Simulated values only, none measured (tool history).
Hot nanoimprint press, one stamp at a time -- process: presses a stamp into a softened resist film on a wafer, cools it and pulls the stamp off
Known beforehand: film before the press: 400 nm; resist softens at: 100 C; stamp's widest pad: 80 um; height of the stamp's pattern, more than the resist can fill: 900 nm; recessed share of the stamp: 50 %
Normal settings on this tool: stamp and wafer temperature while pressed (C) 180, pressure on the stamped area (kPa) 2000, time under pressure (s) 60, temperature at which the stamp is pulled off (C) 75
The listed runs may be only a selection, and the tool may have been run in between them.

run	hour	stamp and wafer temperature while pressed (C)	pressure on the stamped area (kPa)	time under pressure (s)	temperature at which the stamp is pulled off (C)	resist left under the stamp's widest pad (nm)	greatest force while the stamp is pulled off (N)
1	0	180	2000	60	75	194.8	207
2	9.2	180	2000	60	75	191.8	202
3	24.2	180	2000	60	75	194.5	208
4	42.6	180	2000	60	75	192.7	205
5	53.1	186	2000	60	75	152.4	203
6	70.3	180	2470	60	75	176.7	209
7	87	183	1800	78	67	163.2	213
8	100.7	183	1800	78	67	161.2	222

What will run 9 give?
9	116.6	177	1490	60	75	?	?

resist left under the stamp's widest pad (nm): 245.6
greatest force while the stamp is pulled off (N): 206
Without the tool's hidden state the same run would have given resist left under the stamp's widest pad (nm) 245.9, greatest force while the stamp is pulled off (N) 205.
